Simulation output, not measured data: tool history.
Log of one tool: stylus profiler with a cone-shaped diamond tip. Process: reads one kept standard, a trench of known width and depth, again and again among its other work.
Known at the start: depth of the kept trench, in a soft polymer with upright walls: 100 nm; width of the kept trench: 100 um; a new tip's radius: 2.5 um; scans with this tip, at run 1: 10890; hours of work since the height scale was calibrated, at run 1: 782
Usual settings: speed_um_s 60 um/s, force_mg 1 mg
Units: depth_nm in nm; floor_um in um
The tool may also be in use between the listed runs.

run     day  speed_um_s  force_mg  scans with this tip  hours of work since the height scale was calibrated  depth_nm  floor_um
  1       0          60         1                10890                                                  782    100.17     97.56
  2   1.229          60         1                11216                                                  806    100.23     97.64
  3   2.667          60         1                11598                                                  833    100.18     97.56
  4   3.692          60      2.41                11871                                                  853    100.56     97.75
      3.771  -- height scale calibrated on a step standard
  5   4.608          60         1                12108                                                   16    100.18     97.52
  6   5.292          60      0.99                12290                                                   29    100.17     97.54
  7   6.154         129       1.1                12519                                                   45     100.2     96.89
  8   6.871         129       1.1                12710                                                   59    100.21     96.88
  9   7.738         181       1.1                12940                                                   76    100.22     96.37
       8.75  -- height scale calibrated on a step standard, once more
 10   8.971          38         1                13261                                                    4    100.51     97.64
 11  10.196          28      2.48                13586                                                   27    100.86     97.85

3 ways to go on from here, each from the tool as it stands after run 11. What would each give?
  A  11.425          58       0.5                13912                                                   51         ?         ?
  B  11.425          27      0.64                13912                                                   51         ?         ?
  C  11.425          37      0.65                13912                                                   51         ?         ?

run  depth_nm  floor_um
  A    100.28     97.27
  B    100.39     97.74
  C     100.4     97.61
Without the tool's hidden state the same runs would have given:
run  depth_nm  floor_um
  A    100.29      97.8
  B     100.4     98.27
  C     100.4     98.13

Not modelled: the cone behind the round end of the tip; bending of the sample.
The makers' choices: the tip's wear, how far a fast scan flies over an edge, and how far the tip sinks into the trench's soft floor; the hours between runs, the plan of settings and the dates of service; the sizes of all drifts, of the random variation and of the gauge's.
